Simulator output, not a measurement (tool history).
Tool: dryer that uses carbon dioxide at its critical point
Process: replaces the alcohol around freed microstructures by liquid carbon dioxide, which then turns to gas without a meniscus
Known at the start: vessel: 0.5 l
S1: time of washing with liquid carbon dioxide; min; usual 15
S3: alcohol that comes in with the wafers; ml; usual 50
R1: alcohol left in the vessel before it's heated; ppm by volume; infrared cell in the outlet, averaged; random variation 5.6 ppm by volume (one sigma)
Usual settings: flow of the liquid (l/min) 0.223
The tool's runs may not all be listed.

run 1 hour=0.0 | S1=15 flow_of_the_liquid_(l/min)=0.223 S3=50 | R1=297
run 2 hour=28.8 | S1=15 flow_of_the_liquid_(l/min)=0.223 S3=50 | R1=169
run 3 hour=57.4 | S1=15 flow_of_the_liquid_(l/min)=0.223 S3=50 | R1=190
run 4 hour=97.7 | S1=15 flow_of_the_liquid_(l/min)=0.223 S3=50 | R1=212
run 5 hour=136.7 | S1=15 flow_of_the_liquid_(l/min)=0.223 S3=50 | R1=228
run 6 hour=166.2 | S1=15 flow_of_the_liquid_(l/min)=0.223 S3=50 | R1=250
run 7 hour=200.6 | S1=15 flow_of_the_liquid_(l/min)=0.223 S3=110 | R1=557
run 8 hour=227.1 | S1=16 flow_of_the_liquid_(l/min)=0.223 S3=110 | R1=383
run 9 hour=268.7 | S1=15 flow_of_the_liquid_(l/min)=0.223 S3=90 | R1=544
run 10 hour=295.3 | S1=15 flow_of_the_liquid_(l/min)=0.223 S3=90 | R1=341
run 11 hour=318.5 | S1=15 flow_of_the_liquid_(l/min)=0.223 S3=50 | R1=200
run 12 hour=351.1 | S1=15 flow_of_the_liquid_(l/min)=0.223 S3=50 | R1=208
run 13 hour=369.5 | S1=15 flow_of_the_liquid_(l/min)=0.247 S3=50 | R1=135
run 14 hour=393.4 | S1=15 flow_of_the_liquid_(l/min)=0.247 S3=50 | R1=145
run 15 hour=419.3 | S1=15 flow_of_the_liquid_(l/min)=0.247 S3=50 | R1=154
run 16 hour=450.0 | S1=15 flow_of_the_liquid_(l/min)=0.365 S3=50 | R1=43
run 17 hour=484.8 | S1=15 flow_of_the_liquid_(l/min)=0.365 S3=50 | R1=44
run 18 hour=514.1 | S1=15 flow_of_the_liquid_(l/min)=0.223 S3=57 | R1=358
run 19 hour=548.7 | S1=14 flow_of_the_liquid_(l/min)=0.223 S3=50 | R1=306
run 20 hour=574.4 | S1=13 flow_of_the_liquid_(l/min)=0.230 S3=24 | R1=206
run 21 hour=599.7 | S1=13 flow_of_the_liquid_(l/min)=0.230 S3=24 | R1=210
run 22 hour=629.2 | S1=13 flow_of_the_liquid_(l/min)=0.192 S3=22 | R1=456
run 23 hour=666.2 | S1=19 flow_of_the_liquid_(l/min)=0.212 S3=51 | R1=106
run 24 hour=693.6 | S1=11 flow_of_the_liquid_(l/min)=0.223 S3=50 | R1=1234
run 25 hour=730.5 | S1=14 flow_of_the_liquid_(l/min)=0.310 S3=43 | R1=75
run 26 hour=767.2 | S1=14 flow_of_the_liquid_(l/min)=0.310 S3=43 | R1=89
run 27 hour=799.4 | S1=14 flow_of_the_liquid_(l/min)=0.199 S3=34 | R1=380
run 28 hour=819.0 | S1=21 flow_of_the_liquid_(l/min)=0.247 S3=53 | R1=52
run 29 hour=838.3 | S1=14 flow_of_the_liquid_(l/min)=0.172 S3=31 | R1=681
run 30 hour=855.7 | S1=20 flow_of_the_liquid_(l/min)=0.250 S3=95 | R1=49
run 31 hour=881.9 | S1=20 flow_of_the_liquid_(l/min)=0.250 S3=95 | R1=63
run 32 hour=901.8 | S1=20 flow_of_the_liquid_(l/min)=0.250 S3=95 | R1=78
run 33 hour=943.1 | S1=20 flow_of_the_liquid_(l/min)=0.188 S3=50 | R1=161
run 34 hour=974.9 | S1=11 flow_of_the_liquid_(l/min)=0.180 S3=50 | R1=2882
run 35 hour=994.7 | S1=21 flow_of_the_liquid_(l/min)=0.211 S3=23 | R1=67
run 36 hour=1020.7 | S1=22 flow_of_the_liquid_(l/min)=0.292 S3=50 | R1=52

Not shown: 4 entries that the log had between the listed runs. Between which runs, and how does the tool's hidden state differ before and after?
Between runs 1 and 2: inlet filter changed (hour 24.3)
  flow that reaches the vessel past the clogged filter, %: 91.4 -> 99.7; alcohol in the recycled carbon dioxide, ppm: 18.2 -> 19.1
  measured less the result without the state, R1: +131 -> +16 ppm by volume
Between runs 9 and 10: inlet filter changed (hour 276.1)
  flow that reaches the vessel past the clogged filter, %: 90.7 -> 99; alcohol in the recycled carbon dioxide, ppm: 27.2 -> 28.1
  measured less the result without the state, R1: +258 -> +41 ppm by volume
Between runs 18 and 19: inlet filter changed (hour 527.0)
  flow that reaches the vessel past the clogged filter, %: 91 -> 98.9; alcohol in the recycled carbon dioxide, ppm: 34.9 -> 36.1
  measured less the result without the state, R1: +170 -> +49 ppm by volume
Between runs 26 and 27: inlet filter changed (hour 777.5)
  flow that reaches the vessel past the clogged filter, %: 90.6 -> 99.2; alcohol in the recycled carbon dioxide, ppm: 43.2 -> 44.3
  measured less the result without the state, R1: +65 -> +54 ppm by volume
